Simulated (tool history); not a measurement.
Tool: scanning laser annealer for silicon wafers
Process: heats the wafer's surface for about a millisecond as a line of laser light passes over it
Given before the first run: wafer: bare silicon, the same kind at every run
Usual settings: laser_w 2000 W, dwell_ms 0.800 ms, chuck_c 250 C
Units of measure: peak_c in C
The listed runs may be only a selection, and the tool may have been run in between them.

run	hour	laser_w	dwell_ms	chuck_c	peak_c
1	0.0	2000	0.800	250	970
2	14.6	2000	0.800	250	968
3	42.3	2000	0.800	250	968
4	60.2	2193	0.800	250	1030
5	85.6	2041	0.800	250	980
6	103.2	2041	0.883	250	1015
7	129.5	2000	0.800	220	938
8	145.2	2000	0.800	220	934
9	170.5	2000	0.800	250	965
10	190.6	2000	0.800	250	964
# hour 197.6: optics aligned, line set to its width
11	221.1	1860	0.800	250	911
12	239.9	1860	0.800	250	912
13	261.6	2138	0.800	250	999
14	284.1	2138	0.800	250	1004
15	306.2	2000	0.791	250	954
# hour 317.5: window over the wafer cleaned
16	339.1	2000	0.791	250	969
17	358.1	2015	0.903	250	1022
# hour 374.6: optics aligned, line set to its width, once more
18	391.8	1948	0.906	286	1055
19	411.0	2005	0.743	250	977
20	432.1	2000	0.939	250	1051
21	457.4	1790	0.620	262	865
22	478.0	1980	0.807	250	992
23	499.7	2112	0.855	250	1059
24	529.6	2112	0.757	285	1054
25	550.7	2000	0.929	250	1049
26	565.3	1862	0.748	268	943
27	580.3	2000	0.919	278	1069
28	609.8	2000	0.919	278	1069
29	636.8	1976	0.701	271	963

Consider 3 possible next runs. They are alternatives, not a sequence: every one starts from the tool as it was left by run 29. What does each give?
A	658.5	1745	0.672	290	?
B	658.5	1976	0.734	271	?
C	658.5	1784	0.754	281	?

run	peak_c
A	892
B	976
C	931
Without the tool's hidden state the same runs would have given:
run	peak_c
A	901
B	986
C	941
